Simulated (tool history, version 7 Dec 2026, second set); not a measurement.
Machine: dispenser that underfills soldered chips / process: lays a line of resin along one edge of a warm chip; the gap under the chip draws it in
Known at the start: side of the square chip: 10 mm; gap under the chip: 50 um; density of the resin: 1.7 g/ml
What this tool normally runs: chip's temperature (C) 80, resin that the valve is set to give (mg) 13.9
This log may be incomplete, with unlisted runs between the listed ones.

run   hour  chip's temperature (C)  resin that the valve is set to give (mg)  time until the resin shows at the far edge (s)  resin that the valve gave (mg)
  1    0.0                      80                                      13.9                                           240.2                           13.48
  2    3.9                      80                                      13.9                                           295.6                           13.34
  3    8.0                      80                                      13.9                                           358.2                           13.41
      10.6  -- new syringe of resin
  4   11.6                      80                                      13.9                                           188.0                           13.38
  5   15.8                      80                                      14.6                                           232.2                           14.05
  6   20.1                      80                                      14.6                                           282.0                           14.03
  7   23.1                      80                                      14.6                                           332.3                           13.94
      27.3  -- new syringe of resin
  8   27.9                      72                                      14.6                                           244.9                           14.06
  9   33.3                      72                                      14.6                                           316.7                           13.86
 10   36.7                      72                                      14.6                                           373.2                           13.99
 11   42.7                      72                                      14.6                                           512.5                           13.87
      43.8  -- new syringe of resin
 12   48.8                      72                                      14.6                                           301.7                           13.89
 13   52.7                      80                                      13.9                                           282.2                           13.11
 14   58.9                      80                                      13.9                                           388.9                           13.20
      60.3  -- new syringe of resin
 15   64.9                      80                                      13.9                                           226.4                           13.08
 16   71.3                      80                                      13.9                                           315.7                           13.15
      76.8  -- new syringe of resin
 17   77.3                      88                                      16.1                                           139.5                           15.17
 18   80.4                      83                                      13.4                                           196.3                           12.64
 19   84.8                      85                                      16.6                                           226.7                           15.53
 20   91.4                      85                                      16.6                                           314.0                           15.49
      93.2  -- new syringe of resin
 21   94.9                      81                                      16.6                                           190.1                           15.46
 22  100.5                      93                                      17.2                                           168.1                           16.07
 23  106.9                      93                                      17.2                                           233.7                           15.92
     108.3  -- dispensing valve cleaned and set on the balance
     110.9  -- new syringe of resin
 24  114.1                      76                                      17.2                                           243.4                           17.13
 25  119.8                      88                                      16.1                                           210.6                           16.19
 26  124.4                      76                                      14.0                                           407.5                           13.89
     127.4  -- new syringe of resin
 27  128.9                      76                                      14.0                                           222.7                           13.88
 28  135.1                      75                                      15.0                                           314.5                           14.90
 29  139.5                      69                                      16.4                                           492.1                           16.27
     144.1  -- new syringe of resin
 30  146.5                      69                                      16.4                                           301.2                           16.22
 31  152.4                      69                                      17.9                                           405.4                           17.65
 32  155.3                      69                                      17.9                                           477.1                           17.72

Below are 4 alternative next runs, each starting from the tool's condition after run 32. Predict each:
     160.9  -- new syringe of resin
  A  162.3                      80                                      12.8                                               ?                               ?
     160.9  -- new syringe of resin
  B  162.3                      73                                      14.3                                               ?                               ?
     160.9  -- new syringe of resin
  C  162.3                      75                                      16.6                                               ?                               ?
     160.9  -- new syringe of resin
  D  162.3                      88                                      16.3                                               ?                               ?

run  time until the resin shows at the far edge (s)  resin that the valve gave (mg)
  A                                           198.5                           12.55
  B                                           250.3                           14.15
  C                                           229.9                           16.24
  D                                           146.4                           16.01
With no hidden state in the tool, these same runs would have given:
run  time until the resin shows at the far edge (s)  resin that the valve gave (mg)
  A                                           177.0                           12.76
  B                                           223.1                           14.39
  C                                           205.3                           16.51
  D                                           131.1                           16.27
